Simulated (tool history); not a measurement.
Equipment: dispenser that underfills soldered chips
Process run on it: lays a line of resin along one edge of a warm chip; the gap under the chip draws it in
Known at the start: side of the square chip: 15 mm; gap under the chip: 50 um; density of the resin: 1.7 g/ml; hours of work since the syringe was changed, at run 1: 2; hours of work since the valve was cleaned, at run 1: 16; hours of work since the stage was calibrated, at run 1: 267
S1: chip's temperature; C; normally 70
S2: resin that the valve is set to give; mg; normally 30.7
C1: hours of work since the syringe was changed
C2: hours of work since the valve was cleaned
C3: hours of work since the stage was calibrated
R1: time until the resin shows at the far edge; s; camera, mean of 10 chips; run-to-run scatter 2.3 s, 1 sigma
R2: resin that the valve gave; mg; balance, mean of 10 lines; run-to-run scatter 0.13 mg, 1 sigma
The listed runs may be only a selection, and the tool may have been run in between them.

run   hour  S1    S2  C1  C2   C3     R1     R2
  1    0.0  70  30.7   2  16  267  285.4  30.30
       5.0  -- new syringe of resin
      12.0  -- new syringe of resin
  2   12.6  70  30.7   0  25  276  243.8  30.07
      19.9  -- new syringe of resin
  3   22.5  70  30.7   2  33  284  281.0  29.87
      27.0  -- new syringe of resin
  4   29.1  70  30.7   2  38  289  268.0  29.87
      34.0  -- new syringe of resin
      41.1  -- new syringe of resin
  5   41.1  70  30.7   0  47  298  234.4  29.52
      48.1  -- new syringe of resin
  6   51.5  70  30.7   3  55  305  298.9  29.09
      53.7  -- dispensing valve cleaned and set on the balance
      56.9  -- new syringe of resin
  7   60.6  70  30.7   3   5  312  295.3  30.49
      64.0  -- new syringe of resin
  8   68.1  70  30.7   3  11  317  306.8  30.61
      71.3  -- new syringe of resin
      78.6  -- new syringe of resin
  9   80.4  70  37.5   1  20  326  258.6  36.92
      86.4  -- new syringe of resin
 10   87.6  70  30.7   1  25  332  252.1  30.10
      93.8  -- new syringe of resin
 11   97.1  70  30.7   3  32  339  290.6  29.86
     100.7  -- new syringe of resin
     108.5  -- new syringe of resin
 12  111.7  70  30.1   3  43  350  296.3  29.29
     115.6  -- new syringe of resin
 13  118.8  70  30.1   2  49  355  289.0  29.14
     123.1  -- new syringe of resin
     129.5  -- dispensing valve cleaned and set on the balance
     131.0  -- new syringe of resin
 14  132.2  70  30.1   1   2  364  258.4  29.90
     138.2  -- new syringe of resin
 15  138.2  70  30.7   0   6  369  242.9  30.68
     145.2  -- new syringe of resin
 16  145.2  70  30.7   0  12  374  239.9  30.59
     152.6  -- new syringe of resin
 17  154.6  73  32.6   2  19  381  242.2  32.34
     160.1  -- new syringe of resin
 18  160.9  71  29.6   1  23  386  244.1  29.00
     167.1  -- new syringe of resin
     174.0  -- new syringe of resin
 19  174.0  60  37.2   0  33  396  362.4  35.98
     181.0  -- new syringe of resin
 20  182.6  83  36.0   1  40  402  157.0  34.79
     188.0  -- new syringe of resin
 21  192.5  67  29.8   3  47  409  360.0  28.71
     195.7  -- new syringe of resin
     203.0  -- new syringe of resin
     205.6  -- dispensing valve cleaned and set on the balance
 22  205.6  63  27.3   1   0  418  363.8  27.33
     211.0  -- new syringe of resin
 23  217.0  67  37.9   5   9  427  389.4  37.59
     218.4  -- new syringe of resin
     225.8  -- new syringe of resin
 24  227.3  57  30.4   1  16  435  464.2  30.20
     232.9  -- new syringe of resin
 25  237.7  69  37.7   4  24  442  330.5  36.95
     240.1  -- new syringe of resin
     247.2  -- new syringe of resin
 26  247.2  78  39.7   0  31  449  173.0  38.74
     254.0  -- new syringe of resin
 27  257.3  59  30.1   3  39  457  482.8  29.15
     261.6  -- new syringe of resin
     268.6  -- new syringe of resin
 28  268.6  59  30.1   0  47  465  382.7  29.17
     276.4  -- new syringe of resin
     281.0  -- dispensing valve cleaned and set on the balance
 29  281.0  59  37.7   3   0  474  482.6  37.72
     284.4  -- new syringe of resin
     291.2  -- new syringe of resin
 30  291.2  59  37.7   0   7  482  387.8  37.61
 31  297.0  59  37.7   5  12  486  539.1  37.23
     298.0  -- new syringe of resin
     304.8  -- new syringe of resin
 32  304.9  63  35.3   0  18  492  320.3  34.89

Forecast each of these 5 alternatives for the next run:
     312.7  -- new syringe of resin
  A  313.8  80  35.3   1  24  499   ?   ?
     312.7  -- new syringe of resin
  B  313.8  63  31.5   1  24  499   ?   ?
     312.7  -- new syringe of resin
  C  313.8  70  26.3   1  24  499   ?   ?
     312.7  -- new syringe of resin
  D  313.8  72  27.9   1  24  499   ?   ?
     312.7  -- new syringe of resin
  E  313.8  70  29.4   1  24  499   ?   ?

run     R1     R2
  A  173.5  34.72
  B  350.7  31.05
  C  265.5  25.68
  D  246.3  27.34
  E  263.3  28.93
Take away the tool's hidden state, keep each run's random variation, and the runs would have read:
run     R1     R2
  A  153.9  35.36
  B  309.4  31.63
  C  234.1  26.15
  D  217.5  27.84
  E  232.6  29.47

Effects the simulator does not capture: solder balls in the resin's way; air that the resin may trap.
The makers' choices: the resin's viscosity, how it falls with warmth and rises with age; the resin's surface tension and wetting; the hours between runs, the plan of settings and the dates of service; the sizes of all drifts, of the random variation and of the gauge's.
